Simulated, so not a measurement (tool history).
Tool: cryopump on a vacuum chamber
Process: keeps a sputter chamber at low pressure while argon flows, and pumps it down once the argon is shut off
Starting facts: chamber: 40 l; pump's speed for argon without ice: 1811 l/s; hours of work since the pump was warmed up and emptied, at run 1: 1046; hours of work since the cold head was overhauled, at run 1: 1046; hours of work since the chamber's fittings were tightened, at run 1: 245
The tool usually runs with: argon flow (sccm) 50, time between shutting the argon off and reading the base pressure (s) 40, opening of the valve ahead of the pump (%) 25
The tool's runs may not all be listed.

| run | hour | argon flow (sccm) | time between shutting the argon off and reading the base pressure (s) | opening of the valve ahead of the pump (%) | hours of work since the pump was warmed up and emptied | hours of work since the cold head was overhauled | hours of work since the chamber's fittings were tightened | pressure while argon flows (Pa) | pressure after the wait (uPa) |
|---|---|---|---|---|---|---|---|---|---|
| 1 | 0.0 | 50 | 40 | 25 | 1046 | 1046 | 245 | 0.2089 | 1.37 |
| 2 | 19.8 | 50 | 40 | 25 | 1063 | 1063 | 262 | 0.2086 | 1.34 |
|  | 32.8 | pump warmed up, emptied and cooled again |
| 3 | 48.9 | 50 | 40 | 25 | 14 | 1084 | 282 | 0.1876 | 1.22 |
| 4 | 88.7 | 50 | 40 | 25 | 48 | 1118 | 317 | 0.1891 | 1.29 |
| 5 | 110.4 | 50 | 40 | 25 | 67 | 1137 | 335 | 0.1887 | 1.27 |
| 6 | 140.9 | 50 | 40 | 25 | 93 | 1163 | 362 | 0.1904 | 1.25 |
| 7 | 166.0 | 50 | 40 | 25 | 115 | 1185 | 383 | 0.1892 | 1.24 |
| 8 | 201.5 | 50 | 40 | 25 | 145 | 1215 | 414 | 0.1892 | 1.31 |
| 9 | 244.0 | 50 | 40 | 25 | 182 | 1252 | 450 | 0.1912 | 1.34 |
| 10 | 284.9 | 50 | 40 | 25 | 217 | 1287 | 486 | 0.1896 | 1.33 |
| 11 | 320.2 | 50 | 40 | 25 | 247 | 1318 | 516 | 0.1900 | 1.36 |
| 12 | 350.5 | 50 | 40 | 25 | 274 | 1344 | 542 | 0.1916 | 1.32 |
| 13 | 386.4 | 50 | 40 | 25 | 304 | 1375 | 573 | 0.1914 | 1.36 |
| 14 | 427.6 | 55 | 32 | 23 | 340 | 1410 | 608 | 0.2293 | 1.62 |
| 15 | 460.4 | 48 | 67 | 20 | 368 | 1438 | 637 | 0.2294 | 1.02 |
| 16 | 492.6 | 48 | 67 | 20 | 396 | 1466 | 664 | 0.2309 | 1.06 |
| 17 | 522.7 | 64 | 40 | 25 | 422 | 1492 | 690 | 0.2491 | 1.42 |
| 18 | 547.2 | 64 | 40 | 25 | 443 | 1513 | 711 | 0.2487 | 1.50 |
| 19 | 569.2 | 64 | 40 | 25 | 462 | 1532 | 730 | 0.2498 | 1.45 |
| 20 | 589.6 | 64 | 40 | 25 | 479 | 1550 | 748 | 0.2483 | 1.49 |
| 21 | 619.2 | 64 | 40 | 25 | 505 | 1575 | 773 | 0.2511 | 1.47 |

Measured minus without-hidden-state, run by run (identical run-to-run variation in each term; gauge scatter may differ):
What the log doesn't record here: pump's speed, % of a pump's without ice; cold plate's temperature, K; leak into the chamber, uPa l/s; drift of the gauge itself on working_pa, %; drift of the gauge itself on base_upa, %.
| run | pressure while argon flows (Pa) | pressure after the wait (uPa) |
|---|---|---|
| 1 | +0.0218 | +0.26 |
| 2 | +0.0222 | +0.27 |
| 3 | +0.0012 | +0.15 |
| 4 | +0.0016 | +0.17 |
| 5 | +0.0019 | +0.17 |
| 6 | +0.0023 | +0.18 |
| 7 | +0.0025 | +0.19 |
| 8 | +0.0030 | +0.21 |
| 9 | +0.0036 | +0.23 |
| 10 | +0.0040 | +0.24 |
| 11 | +0.0045 | +0.26 |
| 12 | +0.0050 | +0.27 |
| 13 | +0.0055 | +0.28 |
| 14 | +0.0066 | +0.30 |
| 15 | +0.0062 | +0.32 |
| 16 | +0.0067 | +0.33 |
| 17 | +0.0095 | +0.35 |
| 18 | +0.0099 | +0.36 |
| 19 | +0.0104 | +0.37 |
| 20 | +0.0107 | +0.38 |
| 21 | +0.0115 | +0.40 |
